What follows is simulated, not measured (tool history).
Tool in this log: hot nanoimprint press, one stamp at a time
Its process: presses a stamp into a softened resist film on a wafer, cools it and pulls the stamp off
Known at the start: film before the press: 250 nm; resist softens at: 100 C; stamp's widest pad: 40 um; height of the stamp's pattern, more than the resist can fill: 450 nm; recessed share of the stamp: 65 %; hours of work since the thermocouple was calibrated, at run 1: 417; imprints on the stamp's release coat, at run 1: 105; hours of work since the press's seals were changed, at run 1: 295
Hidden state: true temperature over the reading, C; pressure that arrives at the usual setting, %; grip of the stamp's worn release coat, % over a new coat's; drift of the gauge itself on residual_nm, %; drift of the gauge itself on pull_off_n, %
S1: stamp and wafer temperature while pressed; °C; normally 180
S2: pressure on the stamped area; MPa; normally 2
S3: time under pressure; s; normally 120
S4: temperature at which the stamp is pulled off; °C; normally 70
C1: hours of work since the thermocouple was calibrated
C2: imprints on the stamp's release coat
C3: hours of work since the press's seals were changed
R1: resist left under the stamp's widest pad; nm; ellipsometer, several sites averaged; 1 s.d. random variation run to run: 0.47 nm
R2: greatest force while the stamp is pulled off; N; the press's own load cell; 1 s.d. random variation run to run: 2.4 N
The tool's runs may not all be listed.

{"run": 1, "hour": 0.0, "S1": 180, "S2": 2, "S3": 120, "S4": 70, "C1": 417, "C2": 105, "C3": 295, "R1": 119, "R2": 109}
{"run": 2, "hour": 17.3, "S1": 180, "S2": 2, "S3": 120, "S4": 73, "C1": 426, "C2": 164, "C3": 303, "R1": 119, "R2": 106}
{"run": 3, "hour": 46.5, "S1": 180, "S2": 2, "S3": 120, "S4": 73, "C1": 440, "C2": 265, "C3": 318, "R1": 119, "R2": 98}
{"run": 4, "hour": 63.8, "S1": 189, "S2": 2, "S3": 120, "S4": 70, "C1": 449, "C2": 324, "C3": 326, "R1": 96.6, "R2": 114}
{"run": 5, "hour": 91.8, "S1": 189, "S2": 2, "S3": 120, "S4": 70, "C1": 463, "C2": 420, "C3": 340, "R1": 96.8, "R2": 109}
{"run": 6, "hour": 115.4, "S1": 189, "S2": 2, "S3": 117, "S4": 70, "C1": 474, "C2": 501, "C3": 352, "R1": 98.5, "R2": 111}
{"run": 7, "hour": 138.3, "S1": 189, "S2": 2, "S3": 117, "S4": 70, "C1": 486, "C2": 581, "C3": 364, "R1": 98.5, "R2": 114}
{"run": 8, "hour": 158.2, "S1": 180, "S2": 2, "S3": 120, "S4": 59, "C1": 496, "C2": 649, "C3": 373, "R1": 119.1, "R2": 144}
{"run": 9, "hour": 186.4, "S1": 190, "S2": 2.37, "S3": 215, "S4": 57, "C1": 510, "C2": 746, "C3": 387, "R1": 67.7, "R2": 144}
{"hour": 191.7, "done": "plate thermocouple calibrated"}
{"run": 10, "hour": 215.8, "S1": 180, "S2": 2.37, "S3": 74, "S4": 66, "C1": 12, "C2": 837, "C3": 401, "R1": 131.8, "R2": 123}
{"run": 11, "hour": 232.3, "S1": 176, "S2": 2.37, "S3": 74, "S4": 60, "C1": 20, "C2": 894, "C3": 409, "R1": 142.5, "R2": 138}

Forecast each of these 5 alternatives for the next run:
{"run": "A", "hour": 257.5, "S1": 192, "S2": 2.37, "S3": 78, "S4": 66, "C1": 33, "C2": 980, "C3": 421, "R1": "?", "R2": "?"}
{"run": "B", "hour": 257.5, "S1": 180, "S2": 1.96, "S3": 195, "S4": 59, "C1": 33, "C2": 980, "C3": 421, "R1": "?", "R2": "?"}
{"run": "C", "hour": 257.5, "S1": 189, "S2": 1.2, "S3": 74, "S4": 65, "C1": 33, "C2": 980, "C3": 421, "R1": "?", "R2": "?"}
{"run": "D", "hour": 257.5, "S1": 181, "S2": 1.25, "S3": 67, "S4": 70, "C1": 33, "C2": 980, "C3": 421, "R1": "?", "R2": "?"}
{"run": "E", "hour": 257.5, "S1": 180, "S2": 1.54, "S3": 69, "S4": 60, "C1": 33, "C2": 980, "C3": 421, "R1": "?", "R2": "?"}

run=A R1=100.2 R2=124
run=B R1=100 R2=143
run=C R1=144.6 R2=127
run=D R1=168.8 R2=114
run=E R1=159.8 R2=140
Without the tool's hidden state the same runs would have given:
run=A R1=100.1 R2=123
run=B R1=99.9 R2=142
run=C R1=144.6 R2=126
run=D R1=168.8 R2=113
run=E R1=159.8 R2=139

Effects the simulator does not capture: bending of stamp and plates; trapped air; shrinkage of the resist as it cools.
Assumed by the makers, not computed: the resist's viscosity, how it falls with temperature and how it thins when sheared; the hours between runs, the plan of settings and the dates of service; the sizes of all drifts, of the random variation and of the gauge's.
